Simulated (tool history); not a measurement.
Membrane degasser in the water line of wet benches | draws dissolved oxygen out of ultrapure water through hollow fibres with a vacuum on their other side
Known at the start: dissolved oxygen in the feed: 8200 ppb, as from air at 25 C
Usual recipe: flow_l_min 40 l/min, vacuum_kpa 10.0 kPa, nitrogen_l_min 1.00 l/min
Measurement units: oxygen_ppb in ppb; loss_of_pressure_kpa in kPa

run,hour,flow_l_min,vacuum_kpa,nitrogen_l_min,oxygen_ppb,loss_of_pressure_kpa
1,0.0,40,10.0,1.00,539.4,37.90
2,149.6,40,10.0,1.00,540.9,37.59
# hour 244.8: vacuum gauge calibrated
3,289.5,40,10.0,1.60,368.0,37.41
4,446.9,40,10.0,1.60,367.4,37.82
5,557.0,40,23.2,1.00,1399.0,37.83
6,624.0,40,23.2,1.00,1393.5,37.92
7,743.9,40,7.0,1.00,312.3,37.69
8,865.9,31,7.0,1.00,246.7,29.43
9,971.8,31,7.0,1.00,247.5,29.35
10,1109.9,35,14.1,1.00,740.6,33.06
11,1209.1,30,16.0,1.62,510.3,28.34
12,1291.7,57,16.9,1.62,951.9,53.92

Run 13, settings as shown, results not yet in. Your forecast:
13,1399.0,57,16.9,1.62,?,?

{"run 13": {"oxygen_ppb": 952.3, "loss_of_pressure_kpa": 53.93}}
Without the tool's hidden state the same run would have given oxygen_ppb 945.4 ppb, loss_of_pressure_kpa 52.89 kPa.
